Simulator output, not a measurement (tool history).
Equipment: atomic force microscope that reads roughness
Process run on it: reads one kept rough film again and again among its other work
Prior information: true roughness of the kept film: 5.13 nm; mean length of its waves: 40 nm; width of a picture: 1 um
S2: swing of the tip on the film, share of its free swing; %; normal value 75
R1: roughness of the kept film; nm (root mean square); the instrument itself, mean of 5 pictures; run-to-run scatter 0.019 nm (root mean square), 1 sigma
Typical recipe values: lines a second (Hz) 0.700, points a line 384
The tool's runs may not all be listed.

{"run": 1, "hour": 0.0, "lines a second (Hz)": 0.7, "S2": 75, "points a line": 384, "R1": 3.835}
{"run": 2, "hour": 24.2, "lines a second (Hz)": 0.7, "S2": 75, "points a line": 384, "R1": 3.686}
{"run": 3, "hour": 47.7, "lines a second (Hz)": 0.7, "S2": 75, "points a line": 384, "R1": 3.634}
{"run": 4, "hour": 67.8, "lines a second (Hz)": 0.7, "S2": 75, "points a line": 384, "R1": 3.551}
{"hour": 73.7, "done": "new tip fitted"}
{"run": 5, "hour": 98.5, "lines a second (Hz)": 0.7, "S2": 75, "points a line": 384, "R1": 4.362}
{"run": 6, "hour": 127.3, "lines a second (Hz)": 0.7, "S2": 75, "points a line": 384, "R1": 4.225}
{"run": 7, "hour": 146.4, "lines a second (Hz)": 0.7, "S2": 75, "points a line": 384, "R1": 4.129}
{"run": 8, "hour": 176.4, "lines a second (Hz)": 0.7, "S2": 75, "points a line": 384, "R1": 3.96}
{"run": 9, "hour": 190.6, "lines a second (Hz)": 0.7, "S2": 75, "points a line": 384, "R1": 3.916}
{"run": 10, "hour": 215.2, "lines a second (Hz)": 0.7, "S2": 75, "points a line": 856, "R1": 3.786}
{"run": 11, "hour": 241.0, "lines a second (Hz)": 0.7, "S2": 75, "points a line": 856, "R1": 3.673}
{"run": 12, "hour": 272.3, "lines a second (Hz)": 0.7, "S2": 75, "points a line": 856, "R1": 3.541}
{"hour": 275.1, "done": "new tip fitted"}
{"run": 13, "hour": 288.9, "lines a second (Hz)": 0.7, "S2": 75, "points a line": 856, "R1": 4.494}
{"run": 14, "hour": 310.9, "lines a second (Hz)": 0.7, "S2": 75, "points a line": 647, "R1": 4.333}
{"run": 15, "hour": 343.0, "lines a second (Hz)": 0.7, "S2": 75, "points a line": 647, "R1": 4.135}
{"run": 16, "hour": 360.6, "lines a second (Hz)": 2.751, "S2": 75, "points a line": 314, "R1": 3.702}
{"run": 17, "hour": 388.3, "lines a second (Hz)": 3.378, "S2": 79, "points a line": 751, "R1": 3.419}
{"run": 18, "hour": 402.6, "lines a second (Hz)": 1.305, "S2": 63, "points a line": 751, "R1": 3.868}
{"run": 19, "hour": 416.8, "lines a second (Hz)": 0.7, "S2": 76, "points a line": 458, "R1": 3.75}
{"run": 20, "hour": 443.9, "lines a second (Hz)": 0.7, "S2": 76, "points a line": 384, "R1": 3.634}
{"run": 21, "hour": 468.9, "lines a second (Hz)": 0.565, "S2": 57, "points a line": 509, "R1": 3.614}
{"hour": 478.3, "done": "new tip fitted"}
{"run": 22, "hour": 491.4, "lines a second (Hz)": 0.565, "S2": 57, "points a line": 509, "R1": 4.55}
{"run": 23, "hour": 512.5, "lines a second (Hz)": 0.565, "S2": 57, "points a line": 509, "R1": 4.389}
{"run": 24, "hour": 544.3, "lines a second (Hz)": 1.016, "S2": 82, "points a line": 384, "R1": 3.96}
{"run": 25, "hour": 557.5, "lines a second (Hz)": 1.016, "S2": 85, "points a line": 807, "R1": 3.848}
{"run": 26, "hour": 588.8, "lines a second (Hz)": 1.957, "S2": 85, "points a line": 367, "R1": 3.479}
{"run": 27, "hour": 604.7, "lines a second (Hz)": 1.957, "S2": 85, "points a line": 367, "R1": 3.45}
{"run": 28, "hour": 628.9, "lines a second (Hz)": 1.957, "S2": 82, "points a line": 367, "R1": 3.379}
{"run": 29, "hour": 656.8, "lines a second (Hz)": 0.692, "S2": 81, "points a line": 459, "R1": 3.546}

Forecast each of these 4 alternatives for the next run:
{"run": "A", "hour": 673.8, "lines a second (Hz)": 2.555, "S2": 75, "points a line": 384, "R1": "?"}
{"run": "B", "hour": 673.8, "lines a second (Hz)": 0.7, "S2": 84, "points a line": 384, "R1": "?"}
{"run": "C", "hour": 673.8, "lines a second (Hz)": 0.7, "S2": 70, "points a line": 427, "R1": "?"}
{"run": "D", "hour": 673.8, "lines a second (Hz)": 1.133, "S2": 88, "points a line": 512, "R1": "?"}

run=A R1=3.240
run=B R1=3.451
run=C R1=3.536
run=D R1=3.306
Without the tool's unlogged condition, the same runs would have read:
run=A R1=4.218
run=B R1=4.495
run=C R1=4.606
run=D R1=4.307

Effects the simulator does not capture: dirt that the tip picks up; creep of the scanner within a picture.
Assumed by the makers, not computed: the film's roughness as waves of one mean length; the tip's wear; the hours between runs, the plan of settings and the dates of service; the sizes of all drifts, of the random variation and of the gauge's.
